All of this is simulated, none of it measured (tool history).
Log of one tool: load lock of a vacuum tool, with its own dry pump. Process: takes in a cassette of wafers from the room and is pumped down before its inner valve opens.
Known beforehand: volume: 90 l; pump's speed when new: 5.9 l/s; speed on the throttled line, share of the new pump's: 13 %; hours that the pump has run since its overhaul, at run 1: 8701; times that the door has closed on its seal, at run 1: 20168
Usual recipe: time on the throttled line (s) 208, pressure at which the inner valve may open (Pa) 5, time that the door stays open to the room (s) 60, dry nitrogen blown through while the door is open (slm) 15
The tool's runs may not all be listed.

run	day	time on the throttled line (s)	pressure at which the inner valve may open (Pa)	time that the door stays open to the room (s)	dry nitrogen blown through while the door is open (slm)	hours that the pump has run since its overhaul	times that the door has closed on its seal	incoming humidity of the room's air, %	time from the closed door until the inner valve may open (s)	rise of the pressure with all valves shut (Pa/min)
1	0	208	5	60	15	8701	20168	45.2	358.4	0.077
2	9.938	208	5	39	15	8940	20831	44	356.5	0.068
3	17.529	208	5	39	15	9122	21336	46.2	357.1	0.07
4	29.242	208	5	39	15	9403	22117	47.3	356.3	0.072
5	35.433	208	5	39	15	9552	22530	40.7	356.5	0.064
6	48.942	208	5	60	16	9876	23430	41.6	358.4	0.077
7	60.362	208	5	60	16	10150	24191	47.8	361.1	0.089
8	75.142	208	5	60	16	10505	25177	46.6	362.7	0.09
9	88.562	208	5	60	15	10827	26071	46.3	362.4	0.094
10	101.412	132	5	60	15	11135	26928	43.7	297	0.09
11	111.742	132	5	60	15	11383	27616	45.7	299.4	0.093
12	122.096	343	5	60	15	11631	28307	43.8	477.2	0.099
13	136.538	208	9	60	6	11978	29269	42.5	350.4	0.103
14	150.012	271	5	60	35	12301	30167	42.8	417.3	0.088
# day 158.517: dry pump taken out, an overhauled one fitted
15	159.638	295	8	60	11	27	30792	42.1	405.1	0.106
16	174.275	295	10	208	10	378	31768	46.7	400.1	0.181
17	186.079	295	10	208	10	661	32555	43.5	399.6	0.17
18	194	295	10	208	10	852	33083	43	403	0.172
19	206.346	295	10	208	10	1148	33906	41.9	396.8	0.176
20	214.783	295	10	208	10	1350	34468	46.9	397.4	0.191
21	224.125	208	5	33	15	1575	35091	44.9	339.6	0.1

4 ways to go on from here, each from the tool as it stands after run 21. What would each give?
A	232.675	208	5	59	15	1780	35661	47.1	?	?
B	232.675	105	6	60	15	1780	35661	44.9	?	?
C	232.675	208	5	60	19	1780	35661	44.6	?	?
D	232.675	132	6	197	15	1780	35661	41.8	?	?

run	time from the closed door until the inner valve may open (s)	rise of the pressure with all valves shut (Pa/min)
A	340.9	0.12
B	244.9	0.118
C	339.5	0.111
D	271.5	0.167
With no hidden state in the tool, these same runs would have given:
run	time from the closed door until the inner valve may open (s)	rise of the pressure with all valves shut (Pa/min)
A	336.4	0.049
B	240.1	0.046
C	335	0.039
D	266.7	0.096
